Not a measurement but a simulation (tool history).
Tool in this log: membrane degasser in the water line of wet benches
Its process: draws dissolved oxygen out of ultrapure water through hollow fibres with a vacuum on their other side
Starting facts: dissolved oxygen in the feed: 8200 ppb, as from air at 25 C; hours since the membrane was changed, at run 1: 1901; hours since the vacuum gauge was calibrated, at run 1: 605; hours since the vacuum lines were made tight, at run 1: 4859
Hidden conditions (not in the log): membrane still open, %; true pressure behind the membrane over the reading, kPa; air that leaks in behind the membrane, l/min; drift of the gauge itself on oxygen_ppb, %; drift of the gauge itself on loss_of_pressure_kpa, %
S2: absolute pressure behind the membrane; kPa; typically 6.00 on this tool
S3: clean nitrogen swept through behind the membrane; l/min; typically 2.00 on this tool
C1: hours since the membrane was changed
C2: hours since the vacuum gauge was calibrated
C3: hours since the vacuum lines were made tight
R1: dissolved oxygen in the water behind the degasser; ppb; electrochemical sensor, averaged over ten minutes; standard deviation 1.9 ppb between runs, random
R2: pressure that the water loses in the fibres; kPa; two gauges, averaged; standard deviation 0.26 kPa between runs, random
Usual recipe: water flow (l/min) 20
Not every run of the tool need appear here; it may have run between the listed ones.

Run 1, hour 0.0: usual settings; C1 1901; C2 605; C3 4859. Result: R1 189.0 ppb, R2 68.68 kPa.
Run 2, hour 106.7: usual settings but water flow (l/min) 18; C1 2007; C2 712; C3 4966. Result: R1 152.9 ppb, R2 61.68 kPa.
Run 3, hour 206.9: usual settings but water flow (l/min) 18; C1 2107; C2 812; C3 5066. Result: R1 155.5 ppb, R2 61.62 kPa.
Run 4, hour 325.8: usual settings but water flow (l/min) 18; C1 2226; C2 931; C3 5185. Result: R1 151.1 ppb, R2 61.93 kPa.
Run 5, hour 400.5: usual settings; C1 2301; C2 1006; C3 5260. Result: R1 188.4 ppb, R2 68.80 kPa.
Run 6, hour 537.2: usual settings; C1 2438; C2 1142; C3 5397. Result: R1 186.7 ppb, R2 68.24 kPa.
Run 7, hour 638.4: usual settings; C1 2539; C2 1243; C3 5498. Result: R1 183.4 ppb, R2 69.05 kPa.
Run 8, hour 798.1: usual settings but S3 2.90 l/min; C1 2699; C2 1403; C3 5658. Result: R1 168.9 ppb, R2 68.54 kPa.
At hour 827.5: seals of the vacuum lines changed.
Run 9, hour 913.0: usual settings but S2 10.22 kPa, S3 2.90 l/min; C1 2812; C2 1516; C3 86. Result: R1 232.9 ppb, R2 67.91 kPa.
Run 10, hour 1040.5: usual settings but S2 10.22 kPa, S3 2.90 l/min; C1 2939; C2 1644; C3 213. Result: R1 238.0 ppb, R2 68.26 kPa.
Run 11, hour 1184.3: usual settings but S3 3.80 l/min; C1 3083; C2 1787; C3 357. Result: R1 158.2 ppb, R2 67.49 kPa.
Run 12, hour 1301.1: usual settings but S3 3.80 l/min; C1 3200; C2 1904; C3 474. Result: R1 161.2 ppb, R2 67.62 kPa.
Run 13, hour 1392.3: usual settings but S3 3.80 l/min; C1 3291; C2 1995; C3 565. Result: R1 157.8 ppb, R2 68.33 kPa.
Run 14, hour 1465.8: usual settings but S3 3.80 l/min; C1 3364; C2 2069; C3 638. Result: R1 157.4 ppb, R2 67.56 kPa.
Run 15, hour 1549.2: usual settings but S3 3.80 l/min; C1 3448; C2 2152; C3 722. Result: R1 157.2 ppb, R2 67.90 kPa.
Run 16, hour 1674.8: usual settings but S3 3.80 l/min; C1 3573; C2 2278; C3 847. Result: R1 155.0 ppb, R2 67.17 kPa.
Run 17, hour 1762.7: usual settings but water flow (l/min) 24, S2 10.98 kPa, S3 2.33 l/min; C1 3661; C2 2366; C3 935. Result: R1 358.3 ppb, R2 81.66 kPa.
Run 18, hour 1942.7: usual settings but water flow (l/min) 24, S2 10.98 kPa, S3 2.33 l/min; C1 3841; C2 2546; C3 1115. Result: R1 365.0 ppb, R2 81.02 kPa.
Run 19, hour 2119.9: usual settings but water flow (l/min) 14, S2 5.04 kPa; C1 4018; C2 2723; C3 1292. Result: R1 80.0 ppb, R2 46.84 kPa.
Run 20, hour 2263.2: usual settings but water flow (l/min) 14, S2 5.04 kPa; C1 4162; C2 2866; C3 1436. Result: R1 78.2 ppb, R2 46.96 kPa.
Run 21, hour 2370.6: usual settings but water flow (l/min) 14, S2 5.04 kPa; C1 4269; C2 2974; C3 1543. Result: R1 79.0 ppb, R2 47.01 kPa.
Run 22, hour 2465.5: usual settings but S2 6.08 kPa, S3 1.83 l/min; C1 4364; C2 3069; C3 1638. Result: R1 194.2 ppb, R2 67.32 kPa.
At hour 2530.2: gauge calibrated.
Run 23, hour 2546.3: usual settings but water flow (l/min) 19, S3 5.13 l/min; C1 4445; C2 3149; C3 1719. Result: R1 136.3 ppb, R2 65.56 kPa.
At hour 2662.5: vacuum gauge calibrated.
Run 24, hour 2699.4: usual settings but water flow (l/min) 19, S2 10.22 kPa, S3 5.13 l/min; C1 4597; C2 37; C3 1871. Result: R1 170.0 ppb, R2 65.12 kPa.
Run 25, hour 2833.3: usual settings but water flow (l/min) 19, S2 10.22 kPa, S3 5.13 l/min; C1 4731; C2 171; C3 2005. Result: R1 171.5 ppb, R2 65.33 kPa.
Run 26, hour 2951.1: usual settings but water flow (l/min) 28, S2 5.47 kPa, S3 3.14 l/min; C1 4849; C2 289; C3 2123. Result: R1 301.1 ppb, R2 96.27 kPa.
Run 27, hour 3026.8: usual settings but water flow (l/min) 12, S2 14.63 kPa, S3 1.41 l/min; C1 4925; C2 364; C3 2199. Result: R1 254.1 ppb, R2 41.16 kPa.
Run 28, hour 3155.4: usual settings but water flow (l/min) 12, S2 14.63 kPa, S3 1.41 l/min; C1 5053; C2 493; C3 2327. Result: R1 258.4 ppb, R2 41.14 kPa.
Run 29, hour 3229.1: usual settings but water flow (l/min) 32, S2 6.51 kPa; C1 5127; C2 567; C3 2401. Result: R1 432.7 ppb, R2 109.58 kPa.
Run 30, hour 3329.1: usual settings but water flow (l/min) 24, S2 6.51 kPa, S3 0.99 l/min; C1 5227; C2 667; C3 2501. Result: R1 351.6 ppb, R2 82.25 kPa.
Run 31, hour 3434.4: usual settings but water flow (l/min) 18, S2 6.51 kPa, S3 0.99 l/min; C1 5332; C2 772; C3 2606. Result: R1 219.1 ppb, R2 61.52 kPa.
Run 32, hour 3518.1: usual settings but water flow (l/min) 18, S2 10.03 kPa, S3 5.46 l/min; C1 5416; C2 856; C3 2690. Result: R1 148.8 ppb, R2 61.41 kPa.

Table of differences, measured result less the result of that run with no hidden state. Run-to-run variation is the same in both. Gauge scatter possibly is not:
run     R2
  1  +0.03
  2  -0.05
  3  -0.11
  4  -0.20
  5  -0.28
  6  -0.37
  7  -0.46
  8  -0.58
  9  -0.65
 10  -0.76
 11  -0.86
 12  -0.95
 13  -1.02
 14  -1.06
 15  -1.14
 16  -1.22
 17  -1.56
 18  -1.73
 19  -1.09
 20  -1.17
 21  -1.23
 22  -1.83
 23  +0.06
 24  -0.05
 25  -0.15
 26  -0.35
 27  -0.18
 28  -0.25
 29  -0.73
 30  -0.64
 31  -0.56
 32  -0.61
For R1, the value without the hidden state is never more than 1.2 ppb from the measured value.
